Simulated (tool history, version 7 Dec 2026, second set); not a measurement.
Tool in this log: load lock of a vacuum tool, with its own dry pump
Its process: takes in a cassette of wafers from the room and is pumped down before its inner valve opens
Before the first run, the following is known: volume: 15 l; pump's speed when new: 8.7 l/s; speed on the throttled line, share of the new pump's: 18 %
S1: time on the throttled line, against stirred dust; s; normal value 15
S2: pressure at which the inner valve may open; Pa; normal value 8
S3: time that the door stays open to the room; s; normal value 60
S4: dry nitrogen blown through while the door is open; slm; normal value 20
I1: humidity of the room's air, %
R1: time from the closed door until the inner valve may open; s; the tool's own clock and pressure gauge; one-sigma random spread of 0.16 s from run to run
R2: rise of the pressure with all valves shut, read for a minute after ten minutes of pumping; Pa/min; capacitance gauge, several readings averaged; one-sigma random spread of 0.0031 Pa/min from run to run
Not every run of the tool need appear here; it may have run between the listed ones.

{"run": 1, "hour": 0.0, "S1": 15, "S2": 8, "S3": 60, "S4": 20, "I1": 48.8, "R1": 29.9, "R2": 0.085}
{"run": 2, "hour": 76.0, "S1": 15, "S2": 8, "S3": 60, "S4": 20, "I1": 42.3, "R1": 30, "R2": 0.075}
{"run": 3, "hour": 123.3, "S1": 15, "S2": 8, "S3": 60, "S4": 20, "I1": 48.5, "R1": 29.7, "R2": 0.076}
{"run": 4, "hour": 188.4, "S1": 15, "S2": 8, "S3": 150, "S4": 20, "I1": 47.9, "R1": 30.1, "R2": 0.134}
{"run": 5, "hour": 229.7, "S1": 15, "S2": 8, "S3": 150, "S4": 20, "I1": 42.2, "R1": 29.7, "R2": 0.119}
{"run": 6, "hour": 307.0, "S1": 15, "S2": 8, "S3": 150, "S4": 20, "I1": 46.7, "R1": 30.1, "R2": 0.131}
{"run": 7, "hour": 400.1, "S1": 15, "S2": 7, "S3": 150, "S4": 20, "I1": 45.6, "R1": 30.2, "R2": 0.126}
{"run": 8, "hour": 488.4, "S1": 15, "S2": 7, "S3": 150, "S4": 20, "I1": 49.3, "R1": 30, "R2": 0.143}
{"run": 9, "hour": 580.3, "S1": 11, "S2": 8, "S3": 60, "S4": 20, "I1": 46.1, "R1": 26.6, "R2": 0.077}
{"run": 10, "hour": 618.0, "S1": 11, "S2": 8, "S3": 60, "S4": 20, "I1": 44, "R1": 26.6, "R2": 0.079}
{"run": 11, "hour": 695.4, "S1": 11, "S2": 10, "S3": 120, "S4": 20, "I1": 43.5, "R1": 26.5, "R2": 0.11}
{"run": 12, "hour": 770.6, "S1": 30, "S2": 9, "S3": 60, "S4": 14, "I1": 44.3, "R1": 41.3, "R2": 0.083}
{"run": 13, "hour": 811.5, "S1": 15, "S2": 9, "S3": 178, "S4": 8, "I1": 49, "R1": 29.7, "R2": 0.219}
{"run": 14, "hour": 852.7, "S1": 15, "S2": 9, "S3": 178, "S4": 22, "I1": 44.7, "R1": 29.3, "R2": 0.138}
{"run": 15, "hour": 930.1, "S1": 13, "S2": 7, "S3": 131, "S4": 11, "I1": 46.4, "R1": 28.7, "R2": 0.151}
{"run": 16, "hour": 996.7, "S1": 22, "S2": 7, "S3": 128, "S4": 11, "I1": 40.7, "R1": 35.8, "R2": 0.14}
{"run": 17, "hour": 1069.1, "S1": 22, "S2": 7, "S3": 128, "S4": 11, "I1": 46.2, "R1": 35.9, "R2": 0.157}
{"run": 18, "hour": 1148.8, "S1": 22, "S2": 7, "S3": 128, "S4": 11, "I1": 44, "R1": 35.9, "R2": 0.148}
{"run": 19, "hour": 1232.2, "S1": 15, "S2": 7, "S3": 60, "S4": 28, "I1": 45.5, "R1": 30.5, "R2": 0.075}
{"run": 20, "hour": 1282.6, "S1": 15, "S2": 7, "S3": 83, "S4": 20, "I1": 46.9, "R1": 30.5, "R2": 0.098}

Below are 3 alternative next runs, each starting from the tool's condition after run 20. Predict each:
{"run": "A", "hour": 1337.7, "S1": 15, "S2": 14, "S3": 66, "S4": 15, "I1": 44.9, "R1": "?", "R2": "?"}
{"run": "B", "hour": 1337.7, "S1": 30, "S2": 7, "S3": 83, "S4": 9, "I1": 42, "R1": "?", "R2": "?"}
{"run": "C", "hour": 1337.7, "S1": 15, "S2": 7, "S3": 49, "S4": 20, "I1": 43.8, "R1": "?", "R2": "?"}

run=A R1=28.7 R2=0.088
run=B R1=42.5 R2=0.121
run=C R1=30.1 R2=0.072
Without the tool's hidden state the same runs would have given:
run=A R1=27.4 R2=0.073
run=B R1=41.3 R2=0.106
run=C R1=28.7 R2=0.058
